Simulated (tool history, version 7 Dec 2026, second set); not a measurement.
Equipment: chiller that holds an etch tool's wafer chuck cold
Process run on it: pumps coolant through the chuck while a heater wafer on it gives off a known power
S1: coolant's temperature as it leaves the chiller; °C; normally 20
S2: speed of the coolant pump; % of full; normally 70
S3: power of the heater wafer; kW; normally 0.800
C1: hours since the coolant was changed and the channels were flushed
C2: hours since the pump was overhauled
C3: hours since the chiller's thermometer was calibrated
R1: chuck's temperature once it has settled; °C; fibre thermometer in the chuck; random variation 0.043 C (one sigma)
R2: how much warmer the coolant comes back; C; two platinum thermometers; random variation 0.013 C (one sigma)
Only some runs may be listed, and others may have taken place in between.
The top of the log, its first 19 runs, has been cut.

run,hour,S1,S2,S3,C1,C2,C3,R1,R2
20,480.4,14,70,0.888,4813,1426,1373,21.34,2.46
21,510.6,17,70,0.499,4844,1456,1403,21.04,1.38
22,536.5,17,79,0.942,4870,1482,1429,24.17,2.31
23,554.9,17,79,0.942,4888,1500,1447,24.18,2.30
24,582.4,28,91,0.643,4915,1528,1475,32.44,1.34
25,606.3,10,70,0.800,4939,1552,1499,16.62,2.21
26,633.4,10,99,0.515,4966,1579,1526,13.26,0.99
27,665.5,24,68,0.800,4999,1611,1558,30.71,2.31
28,687.1,10,83,0.800,5020,1633,1580,15.83,1.86
29,711.0,11,64,0.426,5044,1657,1604,14.69,1.34
30,731.8,11,64,0.426,5065,1677,1624,14.65,1.34
31,754.1,11,64,0.426,5087,1700,1647,14.63,1.33

Alternative continuations, all from the tool just after run 31; predict every row:
A,780.6,20,70,0.624,5114,1726,1673,?,?
B,780.6,14,74,0.421,5114,1726,1673,?,?
C,780.6,16,88,0.764,5114,1726,1673,?,?
D,780.6,27,64,0.694,5114,1726,1673,?,?

run,R1,R2
A,25.09,1.75
B,17.25,1.12
C,21.36,1.68
D,33.03,2.14
The same runs, with their run-to-run variation unchanged, on a tool lacking any hidden condition would have given:
run,R1,R2
A,24.93,1.72
B,17.23,1.10
C,21.17,1.65
D,32.80,2.10
